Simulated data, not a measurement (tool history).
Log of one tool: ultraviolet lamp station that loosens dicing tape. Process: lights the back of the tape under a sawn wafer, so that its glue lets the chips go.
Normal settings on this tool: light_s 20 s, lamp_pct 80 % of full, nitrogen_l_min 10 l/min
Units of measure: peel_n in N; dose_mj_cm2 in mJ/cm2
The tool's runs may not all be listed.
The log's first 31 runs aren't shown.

run   hour  light_s  lamp_pct  nitrogen_l_min  hours of work of the lamp  hours of work since the window was cleaned  peel_n  dose_mj_cm2
 32  353.3       17        83               5                        232                                         465   0.594          435
 33  363.2       17        83               5                        237                                         469   0.613          436
 34  369.9       17        83               5                        240                                         472   0.615          430
 35  381.4       35        70              16                        245                                         478   0.072          746
 36  395.6       20        95              10                        252                                         485   0.184          577
 37  406.9       20        95              10                        257                                         490   0.183          582
 38  419.4       22        80               3                        263                                         496   0.568          532
 39  428.1       22        80               3                        268                                         500   0.576          534
 40  443.3       35        73               5                        275                                         508   0.167          766
 41  455.3       20        70               4                        281                                         513   0.754          419
 42  466.9       16        81              12                        286                                         519   0.419          384
 43  480.6       16        81              12                        293                                         525   0.438          383
 44  489.6       32        85               9                        297                                         530   0.093          805
 45  499.4       32        85               9                        302                                         534   0.087          811

Alternative continuations, all from the tool just after run 45; predict every row:
  A  513.7       32        99               9                        309                                         541       ?            ?
  B  513.7       13        80              10                        309                                         541       ?            ?
  C  513.7       33        62              10                        309                                         541       ?            ?

run  peel_n  dose_mj_cm2
  A   0.066          940
  B   0.769          306
  C   0.169          606
Had the tool no hidden state, the same runs would have come out as:
run  peel_n  dose_mj_cm2
  A   0.054         1165
  B   0.506          380
  C   0.103          752

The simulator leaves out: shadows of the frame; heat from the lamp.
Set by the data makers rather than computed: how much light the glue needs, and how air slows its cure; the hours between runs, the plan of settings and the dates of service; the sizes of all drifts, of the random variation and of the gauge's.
